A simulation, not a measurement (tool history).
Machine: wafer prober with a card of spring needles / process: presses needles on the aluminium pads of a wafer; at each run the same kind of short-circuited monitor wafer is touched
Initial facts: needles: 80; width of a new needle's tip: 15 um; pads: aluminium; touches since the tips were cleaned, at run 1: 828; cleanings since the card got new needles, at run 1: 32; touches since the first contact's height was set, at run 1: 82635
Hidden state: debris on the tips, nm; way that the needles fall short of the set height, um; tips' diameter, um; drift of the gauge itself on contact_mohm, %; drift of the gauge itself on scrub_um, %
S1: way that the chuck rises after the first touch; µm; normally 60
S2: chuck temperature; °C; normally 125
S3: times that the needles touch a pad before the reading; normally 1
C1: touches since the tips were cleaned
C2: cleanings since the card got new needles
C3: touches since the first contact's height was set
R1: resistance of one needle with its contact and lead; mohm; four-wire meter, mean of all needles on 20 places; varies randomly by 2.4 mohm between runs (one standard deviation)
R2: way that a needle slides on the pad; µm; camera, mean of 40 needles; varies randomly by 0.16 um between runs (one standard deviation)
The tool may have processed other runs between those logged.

run,day,S1,S2,S3,C1,C2,C3,R1,R2
1,0.000,60,125,1,828,32,82635,297,14.88
# day 0.108: tips cleaned on abrasive film
# day 0.254: tips cleaned on abrasive film
# day 0.433: tips cleaned on abrasive film
# day 0.612: tips cleaned on abrasive film
# day 0.792: tips cleaned on abrasive film
# day 0.971: tips cleaned on abrasive film
# day 1.146: tips cleaned on abrasive film
# day 1.325: tips cleaned on abrasive film
# day 1.504: tips cleaned on abrasive film
# day 1.650: tips cleaned on abrasive film
2,1.671,60,125,1,348,42,108958,288,14.01
# day 1.817: tips cleaned on abrasive film
# day 1.996: tips cleaned on abrasive film
# day 2.138: tips cleaned on abrasive film
# day 2.317: tips cleaned on abrasive film
# day 2.496: tips cleaned on abrasive film
# day 2.675: tips cleaned on abrasive film
# day 2.854: tips cleaned on abrasive film
# day 3.033: tips cleaned on abrasive film
# day 3.212: tips cleaned on abrasive film
# day 3.392: tips cleaned on abrasive film
# day 3.533: tips cleaned on abrasive film
# day 3.712: tips cleaned on abrasive film
3,3.750,60,42,1,604,54,141747,268,13.87
# day 3.858: tips cleaned on abrasive film
# day 4.038: tips cleaned on abrasive film
# day 4.217: tips cleaned on abrasive film
# day 4.396: tips cleaned on abrasive film
# day 4.575: tips cleaned on abrasive film
# day 4.721: tips cleaned on abrasive film
# day 4.862: tips cleaned on abrasive film
# day 5.042: tips cleaned on abrasive film
4,5.146,60,42,1,1658,62,163734,284,13.77
# day 5.221: tips cleaned on abrasive film
# day 5.362: tips cleaned on abrasive film
# day 5.542: tips cleaned on abrasive film
# day 5.721: tips cleaned on abrasive film
# day 5.900: tips cleaned on abrasive film
# day 6.079: tips cleaned on abrasive film
# day 6.225: tips cleaned on abrasive film
# day 6.367: tips cleaned on abrasive film
# day 6.546: tips cleaned on abrasive film
# day 6.692: tips cleaned on abrasive film
# day 6.867: tips cleaned on abrasive film
# day 7.012: tips cleaned on abrasive film
# day 7.158: tips cleaned on abrasive film
# day 7.338: tips cleaned on abrasive film
5,7.367,60,42,1,481,76,198660,272,13.34
# day 7.508: tips cleaned on abrasive film
# day 7.654: tips cleaned on abrasive film
# day 7.796: tips cleaned on abrasive film
# day 7.942: tips cleaned on abrasive film
# day 8.121: tips cleaned on abrasive film
# day 8.262: tips cleaned on abrasive film
# day 8.408: tips cleaned on abrasive film
6,8.508,60,125,1,1604,83,216639,311,13.21
# day 8.583: tips cleaned on abrasive film
# day 8.762: tips cleaned on abrasive film
# day 8.938: tips cleaned on abrasive film
# day 9.117: tips cleaned on abrasive film
# day 9.296: tips cleaned on abrasive film
# day 9.475: tips cleaned on abrasive film
# day 9.621: tips cleaned on abrasive film
# day 9.800: tips cleaned on abrasive film
7,9.804,60,29,1,95,91,237062,260,12.99
# day 9.950: tips cleaned on abrasive film
# day 10.092: tips cleaned on abrasive film
# day 10.175: height of the first contact set anew
# day 10.283: tips cleaned on abrasive film
# day 10.429: tips cleaned on abrasive film
# day 10.571: tips cleaned on abrasive film
# day 10.750: tips cleaned on abrasive film
# day 10.896: tips cleaned on abrasive film
# day 11.038: tips cleaned on abrasive film
# day 11.183: tips cleaned on abrasive film
# day 11.362: tips cleaned on abrasive film
# day 11.508: tips cleaned on abrasive film
# day 11.683: tips cleaned on abrasive film
# day 11.829: tips cleaned on abrasive film
# day 11.975: tips cleaned on abrasive film
8,12.033,60,125,1,1004,105,29237,288,15.32
# day 12.146: tips cleaned on abrasive film
# day 12.288: tips cleaned on abrasive film
# day 12.433: tips cleaned on abrasive film
# day 12.612: tips cleaned on abrasive film
# day 12.754: tips cleaned on abrasive film
# day 12.933: tips cleaned on abrasive film
# day 13.112: tips cleaned on abrasive film
# day 13.258: tips cleaned on abrasive film
# day 13.438: tips cleaned on abrasive film
# day 13.579: tips cleaned on abrasive film
# day 13.758: tips cleaned on abrasive film
# day 13.938: tips cleaned on abrasive film
# day 14.112: tips cleaned on abrasive film
9,14.112,60,59,1,0,118,61928,265,15.17
# day 14.258: tips cleaned on abrasive film
# day 14.438: tips cleaned on abrasive film
# day 14.579: tips cleaned on abrasive film
# day 14.725: tips cleaned on abrasive film
# day 14.904: tips cleaned on abrasive film
# day 15.083: tips cleaned on abrasive film
# day 15.262: tips cleaned on abrasive film
# day 15.442: tips cleaned on abrasive film
# day 15.617: tips cleaned on abrasive film
# day 15.796: tips cleaned on abrasive film
# day 15.942: tips cleaned on abrasive film
10,16.021,60,59,1,1266,129,91992,285,14.25
# day 16.096: tips cleaned on abrasive film
# day 16.271: tips cleaned on abrasive film
# day 16.417: tips cleaned on abrasive film
# day 16.596: tips cleaned on abrasive film
# day 16.742: tips cleaned on abrasive film
# day 16.883: tips cleaned on abrasive film
# day 17.062: tips cleaned on abrasive film
# day 17.208: tips cleaned on abrasive film
# day 17.350: tips cleaned on abrasive film
# day 17.529: tips cleaned on abrasive film
11,17.638,60,33,2,1737,139,117442,279,13.99
# day 17.675: tips cleaned on abrasive film
# day 17.821: tips cleaned on abrasive film
# day 18.000: tips cleaned on abrasive film
# day 18.142: tips cleaned on abrasive film
# day 18.321: tips cleaned on abrasive film
# day 18.500: tips cleaned on abrasive film
# day 18.679: tips cleaned on abrasive film
# day 18.858: tips cleaned on abrasive film
12,18.896,60,33,2,614,147,137257,266,13.91
# day 19.004: tips cleaned on abrasive film
# day 19.150: tips cleaned on abrasive film
# day 19.329: tips cleaned on abrasive film
# day 19.508: tips cleaned on abrasive film
# day 19.688: tips cleaned on abrasive film
# day 19.867: tips cleaned on abrasive film
# day 20.046: tips cleaned on abrasive film
# day 20.188: tips cleaned on abrasive film
# day 20.333: tips cleaned on abrasive film
# day 20.512: tips cleaned on abrasive film
# day 20.654: tips cleaned on abrasive film
# day 20.800: tips cleaned on abrasive film
# day 20.971: tips cleaned on abrasive film
# day 21.471: card fitted with new needles
13,21.471,60,33,2,0,0,0,250,15.45
# day 21.617: tips cleaned on abrasive film
# day 21.758: tips cleaned on abrasive film
# day 21.938: tips cleaned on abrasive film
# day 22.083: tips cleaned on abrasive film
# day 22.262: tips cleaned on abrasive film
# day 22.404: tips cleaned on abrasive film
# day 22.550: tips cleaned on abrasive film
14,22.625,60,33,2,1241,7,18181,261,15.36
# day 22.700: tips cleaned on abrasive film
# day 22.846: tips cleaned on abrasive film
# day 22.988: tips cleaned on abrasive film
# day 23.167: tips cleaned on abrasive film
# day 23.312: tips cleaned on abrasive film
# day 23.454: tips cleaned on abrasive film
# day 23.633: tips cleaned on abrasive film
# day 23.779: tips cleaned on abrasive film
# day 23.933: tips cleaned on abrasive film
15,23.933,77,26,1,0,16,38713,247,19.50
# day 24.079: tips cleaned on abrasive film
# day 24.258: tips cleaned on abrasive film
# day 24.438: tips cleaned on abrasive film
# day 24.579: tips cleaned on abrasive film
# day 24.725: tips cleaned on abrasive film
# day 24.871: tips cleaned on abrasive film
# day 25.050: tips cleaned on abrasive film
# day 25.192: tips cleaned on abrasive film
# day 25.371: tips cleaned on abrasive film
# day 25.517: tips cleaned on abrasive film
# day 25.696: tips cleaned on abrasive film
# day 25.838: tips cleaned on abrasive film
16,25.925,77,26,1,1435,28,70076,258,18.78
# day 26.000: tips cleaned on abrasive film
# day 26.146: tips cleaned on abrasive film
# day 26.288: tips cleaned on abrasive film
# day 26.467: tips cleaned on abrasive film
# day 26.646: tips cleaned on abrasive film
# day 26.825: tips cleaned on abrasive film
# day 26.971: tips cleaned on abrasive film
# day 27.150: tips cleaned on abrasive film
# day 27.329: tips cleaned on abrasive film
# day 27.471: tips cleaned on abrasive film
# day 27.617: tips cleaned on abrasive film
# day 27.796: tips cleaned on abrasive film
# day 27.938: tips cleaned on abrasive film
17,27.992,63,85,2,882,41,102580,276,15.26

4 ways to go on from here, each from the tool as it stands after run 17. What would each give?
# day 28.100: tips cleaned on abrasive film
# day 28.279: tips cleaned on abrasive film
# day 28.458: tips cleaned on abrasive film
# day 28.604: tips cleaned on abrasive film
# day 28.783: tips cleaned on abrasive film
# day 28.962: tips cleaned on abrasive film
# day 29.142: tips cleaned on abrasive film
# day 29.283: tips cleaned on abrasive film
# day 29.462: tips cleaned on abrasive film
# day 29.608: tips cleaned on abrasive film
# day 29.750: tips cleaned on abrasive film
A,29.867,63,63,2,1848,52,132096,?,?
# day 28.100: tips cleaned on abrasive film
# day 28.279: tips cleaned on abrasive film
# day 28.458: tips cleaned on abrasive film
# day 28.604: tips cleaned on abrasive film
# day 28.783: tips cleaned on abrasive film
# day 28.962: tips cleaned on abrasive film
# day 29.142: tips cleaned on abrasive film
# day 29.283: tips cleaned on abrasive film
# day 29.462: tips cleaned on abrasive film
# day 29.608: tips cleaned on abrasive film
# day 29.750: tips cleaned on abrasive film
B,29.867,50,41,2,1848,52,132096,?,?
# day 28.100: tips cleaned on abrasive film
# day 28.279: tips cleaned on abrasive film
# day 28.458: tips cleaned on abrasive film
# day 28.604: tips cleaned on abrasive film
# day 28.783: tips cleaned on abrasive film
# day 28.962: tips cleaned on abrasive film
# day 29.142: tips cleaned on abrasive film
# day 29.283: tips cleaned on abrasive film
# day 29.462: tips cleaned on abrasive film
# day 29.608: tips cleaned on abrasive film
# day 29.750: tips cleaned on abrasive film
C,29.867,57,70,2,1848,52,132096,?,?
# day 28.100: tips cleaned on abrasive film
# day 28.279: tips cleaned on abrasive film
# day 28.458: tips cleaned on abrasive film
# day 28.604: tips cleaned on abrasive film
# day 28.783: tips cleaned on abrasive film
# day 28.962: tips cleaned on abrasive film
# day 29.142: tips cleaned on abrasive film
# day 29.283: tips cleaned on abrasive film
# day 29.462: tips cleaned on abrasive film
# day 29.608: tips cleaned on abrasive film
# day 29.750: tips cleaned on abrasive film
D,29.867,52,26,3,1848,52,132096,?,?

run,R1,R2
A,277,14.82
B,286,11.41
C,283,13.29
D,272,12.14
Without the tool's hidden state the same runs would have given:
run,R1,R2
A,259,16.21
B,258,12.79
C,262,14.68
D,255,13.53
